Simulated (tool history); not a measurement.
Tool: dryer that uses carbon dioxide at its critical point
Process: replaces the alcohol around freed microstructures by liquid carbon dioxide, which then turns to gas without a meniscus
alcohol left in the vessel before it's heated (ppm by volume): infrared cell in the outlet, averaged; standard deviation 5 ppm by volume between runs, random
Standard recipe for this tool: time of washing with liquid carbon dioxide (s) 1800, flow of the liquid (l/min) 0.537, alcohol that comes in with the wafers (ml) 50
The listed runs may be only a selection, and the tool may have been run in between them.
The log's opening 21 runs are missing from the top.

run,hour,time of washing with liquid carbon dioxide (s),flow of the liquid (l/min),alcohol that comes in with the wafers (ml),hours of work since the filter was changed,hours of work since the purifier's bed was changed,alcohol left in the vessel before it's heated (ppm by volume)
22,402.5,1140,0.537,57,36,359,401
23,426.5,1140,0.537,57,55,378,406
24,449.4,2520,0.449,50,73,396,190
25,470.3,2520,0.449,50,90,413,207
26,490.9,1260,0.449,48,106,429,542
27,515.9,1800,0.537,50,126,448,234
28,529.6,2640,0.564,99,136,459,208
29,551.1,2640,0.564,99,153,476,237
30,572.2,2640,0.564,99,170,493,248

Below are 5 alternative next runs, each starting from the tool's condition after run 30. Predict each:
A,592.3,1800,0.845,33,186,509,?
B,592.3,1980,0.666,57,186,509,?
C,592.3,1140,0.537,50,186,509,?
D,592.3,2820,0.517,26,186,509,?
E,592.3,1260,0.537,21,186,509,?

run,alcohol left in the vessel before it's heated (ppm by volume)
A,238
B,237
C,553
D,249
E,325
The same runs, with their run-to-run variation unchanged, on a tool lacking any hidden condition would have given:
run,alcohol left in the vessel before it's heated (ppm by volume)
A,0
B,2
C,185
D,14
E,51
